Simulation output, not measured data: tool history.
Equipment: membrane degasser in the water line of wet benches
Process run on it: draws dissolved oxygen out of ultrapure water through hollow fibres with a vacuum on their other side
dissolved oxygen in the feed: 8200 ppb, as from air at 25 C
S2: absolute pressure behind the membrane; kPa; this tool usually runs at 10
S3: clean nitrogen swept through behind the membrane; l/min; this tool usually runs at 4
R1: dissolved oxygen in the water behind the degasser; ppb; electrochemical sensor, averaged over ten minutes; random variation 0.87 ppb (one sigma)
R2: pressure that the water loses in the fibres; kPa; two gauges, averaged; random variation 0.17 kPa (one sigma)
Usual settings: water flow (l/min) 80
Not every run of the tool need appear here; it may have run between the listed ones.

{"run": 1, "day": 0.0, "water flow (l/min)": 80, "S2": 10, "S3": 4, "R1": 315.5, "R2": 51.14}
{"run": 2, "day": 7.492, "water flow (l/min)": 80, "S2": 10, "S3": 4, "R1": 317.2, "R2": 51.05}
{"run": 3, "day": 19.058, "water flow (l/min)": 80, "S2": 10, "S3": 4, "R1": 317.3, "R2": 51.33}
{"run": 4, "day": 28.312, "water flow (l/min)": 80, "S2": 10, "S3": 4, "R1": 318.3, "R2": 51.62}
{"run": 5, "day": 41.679, "water flow (l/min)": 80, "S2": 10, "S3": 4, "R1": 320.2, "R2": 51.49}
{"run": 6, "day": 54.083, "water flow (l/min)": 80, "S2": 10, "S3": 7.36, "R1": 193.2, "R2": 51.57}
{"run": 7, "day": 65.892, "water flow (l/min)": 80, "S2": 10, "S3": 4, "R1": 322, "R2": 51.79}
{"run": 8, "day": 78.225, "water flow (l/min)": 80, "S2": 10, "S3": 4, "R1": 321.9, "R2": 51.84}
{"run": 9, "day": 85.496, "water flow (l/min)": 80, "S2": 10, "S3": 4, "R1": 323, "R2": 51.55}
{"run": 10, "day": 95.562, "water flow (l/min)": 51, "S2": 10, "S3": 4, "R1": 209.8, "R2": 32.8}
{"run": 11, "day": 106.746, "water flow (l/min)": 80, "S2": 10, "S3": 5.91, "R1": 235.8, "R2": 51.89}
{"day": 115.325, "done": "vacuum gauge calibrated"}
{"day": 119.854, "done": "seals of the vacuum lines changed"}
{"run": 12, "day": 120.142, "water flow (l/min)": 80, "S2": 10, "S3": 5.91, "R1": 243.7, "R2": 52.14}
{"run": 13, "day": 130.696, "water flow (l/min)": 80, "S2": 10, "S3": 5.91, "R1": 242.2, "R2": 52}
{"run": 14, "day": 142.4, "water flow (l/min)": 80, "S2": 10, "S3": 5.91, "R1": 244.6, "R2": 52.06}
{"run": 15, "day": 150.708, "water flow (l/min)": 50, "S2": 6.9, "S3": 11.82, "R1": 46.3, "R2": 32.72}
{"day": 156.329, "done": "vacuum gauge calibrated, once more"}
{"run": 16, "day": 161.938, "water flow (l/min)": 61, "S2": 18.3, "S3": 4, "R1": 503.7, "R2": 39.87}
{"run": 17, "day": 172.546, "water flow (l/min)": 61, "S2": 18.3, "S3": 4, "R1": 506.8, "R2": 40.29}
{"run": 18, "day": 186.092, "water flow (l/min)": 101, "S2": 8.7, "S3": 5.12, "R1": 281, "R2": 66.54}
{"run": 19, "day": 192.25, "water flow (l/min)": 94, "S2": 8.7, "S3": 2.37, "R1": 457.9, "R2": 61.81}
{"run": 20, "day": 201.829, "water flow (l/min)": 94, "S2": 8.7, "S3": 2.37, "R1": 458.9, "R2": 61.84}
{"run": 21, "day": 210.838, "water flow (l/min)": 56, "S2": 7, "S3": 6.32, "R1": 85.3, "R2": 37.02}
{"run": 22, "day": 218.417, "water flow (l/min)": 56, "S2": 7, "S3": 6.32, "R1": 85.7, "R2": 36.95}
{"run": 23, "day": 226.888, "water flow (l/min)": 56, "S2": 24.6, "S3": 6.32, "R1": 438, "R2": 37.06}
{"run": 24, "day": 234.208, "water flow (l/min)": 95, "S2": 13.2, "S3": 1.96, "R1": 900.2, "R2": 62.96}
{"run": 25, "day": 243.042, "water flow (l/min)": 58, "S2": 6.4, "S3": 9.33, "R1": 54.6, "R2": 38.4}
{"run": 26, "day": 256.708, "water flow (l/min)": 78, "S2": 14, "S3": 9.71, "R1": 223.8, "R2": 51.71}
{"run": 27, "day": 266.3, "water flow (l/min)": 54, "S2": 17.1, "S3": 3.13, "R1": 524.2, "R2": 35.67}

Here are 3 independent what-if runs from the current tool condition. What would each one return?
{"run": "A", "day": 278.146, "water flow (l/min)": 72, "S2": 14.3, "S3": 4, "R1": "?", "R2": "?"}
{"run": "B", "day": 278.146, "water flow (l/min)": 80, "S2": 10, "S3": 11.51, "R1": "?", "R2": "?"}
{"run": "C", "day": 278.146, "water flow (l/min)": 70, "S2": 19.5, "S3": 4.28, "R1": "?", "R2": "?"}

run=A R1=451.6 R2=47.94
run=B R1=136.5 R2=53.6
run=C R1=591.6 R2=46.8
Take away the tool's hidden state, keep each run's random variation, and the runs would have read:
run=A R1=438.3 R2=45.23
run=B R1=126.4 R2=50.58
run=C R1=578.7 R2=44.17

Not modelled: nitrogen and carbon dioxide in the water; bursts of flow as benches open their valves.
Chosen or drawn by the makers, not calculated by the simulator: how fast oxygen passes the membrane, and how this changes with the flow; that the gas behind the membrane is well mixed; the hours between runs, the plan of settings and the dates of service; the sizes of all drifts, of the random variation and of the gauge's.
